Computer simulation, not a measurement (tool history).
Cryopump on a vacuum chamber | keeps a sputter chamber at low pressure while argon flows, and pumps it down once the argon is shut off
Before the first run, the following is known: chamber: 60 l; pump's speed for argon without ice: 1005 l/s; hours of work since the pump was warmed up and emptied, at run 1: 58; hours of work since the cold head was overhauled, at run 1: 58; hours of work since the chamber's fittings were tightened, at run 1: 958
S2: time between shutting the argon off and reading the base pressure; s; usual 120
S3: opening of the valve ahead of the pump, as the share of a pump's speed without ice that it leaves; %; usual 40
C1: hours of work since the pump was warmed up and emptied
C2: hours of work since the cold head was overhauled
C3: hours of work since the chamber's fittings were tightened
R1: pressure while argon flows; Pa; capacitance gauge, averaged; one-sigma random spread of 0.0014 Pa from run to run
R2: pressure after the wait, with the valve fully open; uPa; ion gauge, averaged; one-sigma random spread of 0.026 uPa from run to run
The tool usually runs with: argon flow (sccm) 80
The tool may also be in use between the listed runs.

run 1 hour=0 | argon_flow_(sccm)=80 S2=120 S3=40 | C1=58 C2=58 C3=958 | R1=0.3391 R2=2.41
run 2 hour=27.7 | argon_flow_(sccm)=80 S2=120 S3=40 | C1=69 C2=69 C3=970 | R1=0.3414 R2=2.46
run 3 hour=57.9 | argon_flow_(sccm)=80 S2=120 S3=40 | C1=82 C2=82 C3=983 | R1=0.3406 R2=2.41
run 4 hour=78.6 | argon_flow_(sccm)=80 S2=120 S3=40 | C1=90 C2=90 C3=991 | R1=0.3394 R2=2.45
run 5 hour=91.3 | argon_flow_(sccm)=80 S2=155 S3=40 | C1=96 C2=96 C3=997 | R1=0.3398 R2=2.3
run 6 hour=120.9 | argon_flow_(sccm)=80 S2=193 S3=40 | C1=108 C2=108 C3=1009 | R1=0.3391 R2=2.17
run 7 hour=134.2 | argon_flow_(sccm)=80 S2=193 S3=40 | C1=114 C2=114 C3=1015 | R1=0.3409 R2=2.15
run 8 hour=158.8 | argon_flow_(sccm)=80 S2=193 S3=40 | C1=124 C2=124 C3=1025 | R1=0.3409 R2=2.22
run 9 hour=175.4 | argon_flow_(sccm)=80 S2=193 S3=40 | C1=131 C2=131 C3=1032 | R1=0.3418 R2=2.27
run 10 hour=196.5 | argon_flow_(sccm)=80 S2=193 S3=40 | C1=140 C2=140 C3=1041 | R1=0.3425 R2=2.15
run 11 hour=225.6 | argon_flow_(sccm)=80 S2=193 S3=40 | C1=152 C2=152 C3=1053 | R1=0.3414 R2=2.31
run 12 hour=249.5 | argon_flow_(sccm)=80 S2=193 S3=40 | C1=162 C2=162 C3=1063 | R1=0.3431 R2=2.35
run 13 hour=278.1 | argon_flow_(sccm)=80 S2=193 S3=40 | C1=174 C2=174 C3=1075 | R1=0.3427 R2=2.35
run 14 hour=308.2 | argon_flow_(sccm)=80 S2=25 S3=40 | C1=187 C2=187 C3=1087 | R1=0.3413 R2=5.86
run 15 hour=321.4 | argon_flow_(sccm)=80 S2=25 S3=40 | C1=192 C2=192 C3=1093 | R1=0.3434 R2=5.65
run 16 hour=340.5 | argon_flow_(sccm)=80 S2=120 S3=40 | C1=200 C2=200 C3=1101 | R1=0.3432 R2=2.65
run 17 hour=358.2 | argon_flow_(sccm)=80 S2=120 S3=40 | C1=208 C2=208 C3=1108 | R1=0.3419 R2=2.66
run 18 hour=373.6 | argon_flow_(sccm)=80 S2=241 S3=50 | C1=214 C2=214 C3=1115 | R1=0.2779 R2=2.29
run 19 hour=391.9 | argon_flow_(sccm)=80 S2=241 S3=50 | C1=222 C2=222 C3=1123 | R1=0.278 R2=2.24
run 20 hour=404.7 | argon_flow_(sccm)=80 S2=103 S3=19 | C1=227 C2=227 C3=1128 | R1=0.7122 R2=2.88
run 21 hour=431.3 | argon_flow_(sccm)=117 S2=61 S3=19 | C1=238 C2=238 C3=1139 | R1=1.0398 R2=3.44
run 22 hour=455.5 | argon_flow_(sccm)=117 S2=61 S3=19 | C1=248 C2=248 C3=1149 | R1=1.0511 R2=3.5
run 23 hour=477.5 | argon_flow_(sccm)=117 S2=33 S3=29 | C1=258 C2=258 C3=1158 | R1=0.6966 R2=4.74
run 24 hour=497.2 | argon_flow_(sccm)=117 S2=33 S3=29 | C1=266 C2=266 C3=1167 | R1=0.6953 R2=4.87
run 25 hour=511.6 | argon_flow_(sccm)=103 S2=39 S3=52 | C1=272 C2=272 C3=1173 | R1=0.3479 R2=4.46
run 26 hour=538.8 | argon_flow_(sccm)=103 S2=39 S3=52 | C1=283 C2=283 C3=1184 | R1=0.3449 R2=4.5
-- hour=555.5 leaking fittings of the chamber tightened, without venting
run 27 hour=562.5 | argon_flow_(sccm)=46 S2=40 S3=52 | C1=292 C2=292 C3=3 | R1=0.1562 R2=2.82
run 28 hour=576.3 | argon_flow_(sccm)=46 S2=40 S3=52 | C1=298 C2=298 C3=9 | R1=0.1542 R2=2.85
run 29 hour=599.6 | argon_flow_(sccm)=59 S2=120 S3=19 | C1=308 C2=308 C3=19 | R1=0.5283 R2=1.19
run 30 hour=622.5 | argon_flow_(sccm)=36 S2=30 S3=35 | C1=317 C2=317 C3=28 | R1=0.1791 R2=3.67
run 31 hour=648.9 | argon_flow_(sccm)=103 S2=290 S3=52 | C1=329 C2=329 C3=39 | R1=0.3457 R2=0.8
run 32 hour=676.5 | argon_flow_(sccm)=103 S2=290 S3=52 | C1=340 C2=340 C3=51 | R1=0.3493 R2=0.79
run 33 hour=705.9 | argon_flow_(sccm)=103 S2=290 S3=52 | C1=352 C2=352 C3=63 | R1=0.3501 R2=0.79
run 34 hour=733.9 | argon_flow_(sccm)=103 S2=290 S3=52 | C1=364 C2=364 C3=75 | R1=0.3491 R2=0.85

Across each entry between runs, compare the hidden state at the last listed run before it with the hidden state at the first listed run after it:
After run 26, before run 27: leaking fittings of the chamber tightened, without venting (hour 555.5)
  pump's speed, % of a pump's without ice: 93.7 -> 93.5; leak into the chamber, uPa l/s: 1881 -> 358
  the result without the hidden state subtracted from the measured one, R1: +0.0132 -> +0.0061 Pa; R2: +1.71 -> +0.08 uPa
